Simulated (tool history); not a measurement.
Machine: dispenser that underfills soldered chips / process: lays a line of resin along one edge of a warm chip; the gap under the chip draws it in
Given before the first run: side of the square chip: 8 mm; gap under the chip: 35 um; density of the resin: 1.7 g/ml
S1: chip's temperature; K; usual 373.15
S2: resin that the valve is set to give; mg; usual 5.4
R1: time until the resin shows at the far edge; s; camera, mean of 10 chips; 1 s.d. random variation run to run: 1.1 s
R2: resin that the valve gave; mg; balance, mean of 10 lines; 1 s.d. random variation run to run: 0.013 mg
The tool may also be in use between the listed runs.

run   hour      S1    S2     R1    R2
  1      0  373.15   5.4  121.8  5.34
  2    9.6  373.15  6.34    154  6.25
      14.7  -- new syringe of resin
  3   21.8  373.15  6.34  137.7   6.2
  4   29.1  373.15  6.34  168.2  6.17
      31.9  -- new syringe of resin
  5   39.8  373.15  6.34  134.7  6.14
  6   47.5  373.15   5.4  177.6  5.22
      49.5  -- new syringe of resin
  7   53.3  361.15   5.4  215.6  5.17
  8     65  361.15   5.4  309.8  5.15
      67.3  -- new syringe of resin
  9   70.8  361.15   5.4  213.6  5.16
      79.5  -- dispensing valve cleaned and set on the balance
 10     83  361.15   5.4  295.4  5.39
      85.5  -- new syringe of resin
 11   91.8  361.15   5.4  229.7  5.36
 12  101.9  361.15   5.4  306.5  5.33
     102.8  -- new syringe of resin
 13  108.2  361.15   5.4  222.6  5.31
 14  119.2  361.15  6.38  299.9  6.23
     120.5  -- new syringe of resin
 15  129.9  368.15  5.04  189.8  4.91
     137.3  -- new syringe of resin
 16  141.3  368.15  5.04  166.7   4.9
 17  149.4  363.15  4.68  268.8  4.51
     154.3  -- new syringe of resin
 18  156.1  359.15   5.4  221.4  5.19
 19  163.4  378.15   5.4  119.5  5.14
     171.2  -- new syringe of resin
 20  171.2  378.15   5.4   91.7  5.15

Estimate the outcome of run 21 from the log above:
     174.3  -- dispensing valve cleaned and set on the balance
 21  182.2  379.15  5.4   ?   ?

R1: 119 s
R2: 5.39 mg
With the hidden condition absent and the run-to-run variation left alone, this run would have shown R1 82.8 s, R2 5.4 mg.
